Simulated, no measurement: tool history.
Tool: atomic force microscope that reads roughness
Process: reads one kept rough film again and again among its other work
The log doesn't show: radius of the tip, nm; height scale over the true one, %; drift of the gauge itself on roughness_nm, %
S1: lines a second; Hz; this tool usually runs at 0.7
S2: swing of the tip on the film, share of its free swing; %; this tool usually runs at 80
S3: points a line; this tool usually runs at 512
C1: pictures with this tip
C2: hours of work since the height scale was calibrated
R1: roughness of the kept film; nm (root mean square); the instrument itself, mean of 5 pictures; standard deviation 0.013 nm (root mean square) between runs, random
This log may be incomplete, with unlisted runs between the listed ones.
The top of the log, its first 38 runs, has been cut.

{"run": 39, "hour": 1691.8, "S1": 1.488, "S2": 72, "S3": 732, "C1": 190, "C2": 123, "R1": 2.838}
{"run": 40, "hour": 1752.2, "S1": 1.797, "S2": 60, "S3": 839, "C1": 242, "C2": 149, "R1": 2.931}
{"run": 41, "hour": 1789.6, "S1": 0.862, "S2": 80, "S3": 396, "C1": 274, "C2": 165, "R1": 2.848}
{"run": 42, "hour": 1827.1, "S1": 0.862, "S2": 55, "S3": 951, "C1": 306, "C2": 181, "R1": 2.969}
{"hour": 1847.3, "done": "new tip fitted"}
{"run": 43, "hour": 1879.9, "S1": 1.323, "S2": 55, "S3": 283, "C1": 27, "C2": 204, "R1": 3.037}
{"run": 44, "hour": 1939.6, "S1": 1.189, "S2": 84, "S3": 848, "C1": 79, "C2": 230, "R1": 2.854}
{"run": 45, "hour": 1968.9, "S1": 0.7, "S2": 78, "S3": 366, "C1": 104, "C2": 243, "R1": 2.98}
{"run": 46, "hour": 2011.5, "S1": 1.454, "S2": 56, "S3": 512, "C1": 140, "C2": 261, "R1": 2.988}
{"run": 47, "hour": 2067.1, "S1": 1.454, "S2": 56, "S3": 512, "C1": 187, "C2": 285, "R1": 2.971}
{"run": 48, "hour": 2125.7, "S1": 2.433, "S2": 77, "S3": 974, "C1": 238, "C2": 311, "R1": 2.689}
{"run": 49, "hour": 2158.6, "S1": 2.433, "S2": 77, "S3": 974, "C1": 266, "C2": 325, "R1": 2.686}
{"run": 50, "hour": 2214.3, "S1": 2.433, "S2": 77, "S3": 974, "C1": 313, "C2": 349, "R1": 2.643}
{"hour": 2226.4, "done": "new tip fitted"}
{"run": 51, "hour": 2265.3, "S1": 2.433, "S2": 77, "S3": 974, "C1": 34, "C2": 371, "R1": 2.744}
{"run": 52, "hour": 2306.2, "S1": 2.433, "S2": 83, "S3": 759, "C1": 69, "C2": 389, "R1": 2.637}
{"run": 53, "hour": 2355.5, "S1": 2.433, "S2": 83, "S3": 759, "C1": 111, "C2": 411, "R1": 2.608}

Each row is a separate what-if for the run after 53, all from the same tool condition, not one after another. Results?
{"run": "A", "hour": 2396.7, "S1": 0.7, "S2": 73, "S3": 512, "C1": 146, "C2": 428, "R1": "?"}
{"run": "B", "hour": 2396.7, "S1": 0.7, "S2": 80, "S3": 316, "C1": 146, "C2": 428, "R1": "?"}
{"run": "C", "hour": 2396.7, "S1": 0.706, "S2": 74, "S3": 858, "C1": 146, "C2": 428, "R1": "?"}
{"run": "D", "hour": 2396.7, "S1": 2.433, "S2": 79, "S3": 759, "C1": 146, "C2": 428, "R1": "?"}

run=A R1=2.971
run=B R1=2.904
run=C R1=2.969
run=D R1=2.683
The same runs, with their run-to-run variation unchanged, on a tool lacking any hidden condition would have given:
run=A R1=3.03
run=B R1=2.962
run=C R1=3.028
run=D R1=2.737
